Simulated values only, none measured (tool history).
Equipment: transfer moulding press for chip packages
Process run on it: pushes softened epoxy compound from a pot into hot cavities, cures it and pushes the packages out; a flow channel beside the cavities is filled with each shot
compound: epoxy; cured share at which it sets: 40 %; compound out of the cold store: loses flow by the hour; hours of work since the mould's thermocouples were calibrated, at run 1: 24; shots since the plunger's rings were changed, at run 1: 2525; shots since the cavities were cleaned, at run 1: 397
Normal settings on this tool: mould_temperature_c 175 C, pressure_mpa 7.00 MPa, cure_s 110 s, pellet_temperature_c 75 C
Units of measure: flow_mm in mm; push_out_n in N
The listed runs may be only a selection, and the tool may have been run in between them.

run	hour	mould_temperature_c	pressure_mpa	cure_s	pellet_temperature_c	hours of work since the mould's thermocouples were calibrated	shots since the plunger's rings were changed	shots since the cavities were cleaned	incoming compound's hours out of the cold store	flow_mm	push_out_n
1	0.0	175	7.00	110	75	24	2525	397	19.9	707	416
2	5.9	175	7.00	110	75	26	2572	444	21.4	692	421
3	11.9	175	7.00	110	75	29	2620	492	46.1	598	430
4	19.2	175	7.00	110	75	33	2678	550	8.9	755	472
5	27.8	175	7.00	110	70	37	2746	618	27.5	663	449
6	33.7	175	7.00	110	70	39	2794	666	22.3	693	480
7	44.1	175	7.00	110	75	44	2876	748	48.0	590	475
8	50.2	175	7.00	110	75	47	2925	797	45.9	598	500
# hour 53.1: mould's thermocouples calibrated
9	57.7	175	7.00	110	78	2	2968	840	36.9	627	497
10	65.1	175	7.00	110	78	6	3027	899	46.0	599	494
11	72.8	175	7.00	110	75	9	3089	961	24.0	679	539
# hour 78.3: cavities cleaned with cleaning compound and waxed
12	82.1	175	7.00	110	75	13	3151	30	42.0	610	271
13	87.7	175	7.00	110	75	16	3195	74	23.6	689	314
14	92.6	175	7.00	145	75	18	3235	114	29.8	662	274
15	97.8	175	7.00	145	75	20	3275	154	13.6	726	284
16	103.0	170	7.00	148	75	23	3317	196	27.9	680	318
# hour 107.7: mould's thermocouples calibrated, once more
17	112.4	170	7.00	148	75	2	3376	255	10.2	759	333
18	122.0	168	6.75	92	67	7	3452	331	37.3	640	860
19	131.6	172	6.93	102	84	11	3529	408	12.7	738	580
20	142.4	171	7.00	96	75	16	3615	494	17.8	720	771
21	149.9	171	7.00	96	75	20	3675	554	20.7	711	766
22	160.0	171	7.00	96	75	25	3755	634	29.7	664	765
23	167.8	171	7.00	96	75	28	3817	696	40.2	630	768
24	176.1	171	8.26	142	72	32	3883	762	41.8	676	447
25	182.5	177	5.66	142	85	35	3934	813	11.1	658	414
26	188.0	174	6.98	104	75	38	3978	857	37.8	629	562
27	193.0	174	6.98	104	75	40	4018	897	35.4	636	552
28	198.5	174	6.98	104	75	43	4062	941	18.9	697	615

Here are 4 independent what-if runs from the current tool condition. What would each one return?
# hour 206.7: cavities cleaned with cleaning compound and waxed
A	210.2	178	7.78	104	69	48	4143	28	18.4	?	?
# hour 206.7: cavities cleaned with cleaning compound and waxed
B	210.2	177	5.55	110	82	48	4143	28	21.5	?	?
# hour 206.7: cavities cleaned with cleaning compound and waxed
C	210.2	183	7.84	110	75	48	4143	28	13.4	?	?
# hour 206.7: cavities cleaned with cleaning compound and waxed
D	210.2	174	5.93	127	75	48	4143	28	33.9	?	?

run	flow_mm	push_out_n
A	731	290
B	616	266
C	741	244
D	590	267
With no hidden state in the tool, these same runs would have given:
run	flow_mm	push_out_n
A	753	272
B	635	249
C	763	230
D	607	251
